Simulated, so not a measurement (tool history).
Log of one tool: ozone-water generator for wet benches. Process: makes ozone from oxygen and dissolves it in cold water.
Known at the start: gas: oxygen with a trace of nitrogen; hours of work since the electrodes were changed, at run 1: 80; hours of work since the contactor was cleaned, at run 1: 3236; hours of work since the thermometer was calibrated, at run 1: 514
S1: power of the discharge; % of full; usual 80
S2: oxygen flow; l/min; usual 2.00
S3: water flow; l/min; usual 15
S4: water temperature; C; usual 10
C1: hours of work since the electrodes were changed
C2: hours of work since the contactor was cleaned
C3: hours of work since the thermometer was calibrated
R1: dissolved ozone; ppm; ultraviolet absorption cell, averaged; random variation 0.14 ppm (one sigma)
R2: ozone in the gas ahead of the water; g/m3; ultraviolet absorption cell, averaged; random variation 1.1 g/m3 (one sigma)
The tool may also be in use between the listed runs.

run     day  S1    S2  S3  S4    C1    C2    C3    R1     R2
  1   0.000  80  2.00  15  10    80  3236   514  15.6  185.8
  2   2.233  80  2.00  15  10   130  3286   565  15.8  185.3
  3   4.162  80  2.00  15  10   173  3330   608  15.7  186.3
  4   5.817  80  2.00  15  10   210  3367   645  15.7  186.0
  5   8.288  80  2.00  15  10   266  3422   701  15.8  187.0
  6  11.721  80  2.00  15  10   343  3500   778  15.5  184.8
  7  13.446  80  2.00  14  10   382  3539   817  16.5  186.5
  8  15.504  80  2.00  14  10   429  3585   863  16.6  184.5
  9  17.229  80  2.00  14  10   467  3624   902  16.7  184.4
 10  20.392  80  2.00  15  15   539  3695   973  15.4  184.7
 11  23.083  80  2.00  15  15   599  3756  1034  14.8  184.4
 12  25.475  80  2.00  15  15   653  3809  1088  14.9  182.9
 13  28.650  80  2.00  15   6   725  3881  1159  16.0  183.7
 14  31.454  80  2.00  15   6   788  3944  1222  15.5  181.9
 15  34.267  80  1.23  15  11   851  4007  1286  13.7  237.6
 16  37.088  70  1.23  15  11   914  4071  1349  12.6  216.7
 17  40.321  70  1.23  15  11   987  4144  1422  12.2  218.5
 18  42.475  89  1.32  16  11  1036  4192  1470  14.0  242.1
 19  44.875  59  3.00  24  10  1090  4246  1524   9.4  122.7
 20  48.417  79  1.51  21  15  1169  4326  1604   9.9  207.9
 21  50.267  65  2.80  13  16  1211  4368  1646  15.2  134.8
 22  52.042  62  1.35  15   6  1251  4407  1686  12.3  191.9
 23  55.100  80  1.53  15  10  1320  4476  1755  14.1  207.6
 24  58.542  80  1.31  13   9  1397  4554  1832  15.7  223.4
 25  61.796  80  1.31  13   9  1471  4627  1905  15.8  225.5
 26  63.429  80  1.73  13   9  1507  4664  1942  17.0  195.1

Forecast each of these 5 alternatives for the next run:
  A  65.833  88  1.73  13   9  1562  4718  1996   ?   ?
  B  65.833  80  2.00  15  10  1562  4718  1996   ?   ?
  C  65.833  80  1.81  22  10  1562  4718  1996   ?   ?
  D  65.833  80  2.20  15  10  1562  4718  1996   ?   ?
  E  65.833  80  1.13  13   9  1562  4718  1996   ?   ?

run    R1     R2
  A  17.5  205.5
  B  15.2  177.8
  C  10.4  189.7
  D  15.3  171.0
  E  15.0  242.1
Without the tool's hidden state the same runs would have given:
run    R1     R2
  A  18.6  214.6
  B  16.1  185.3
  C  11.0  197.7
  D  16.2  178.2
  E  15.9  252.3
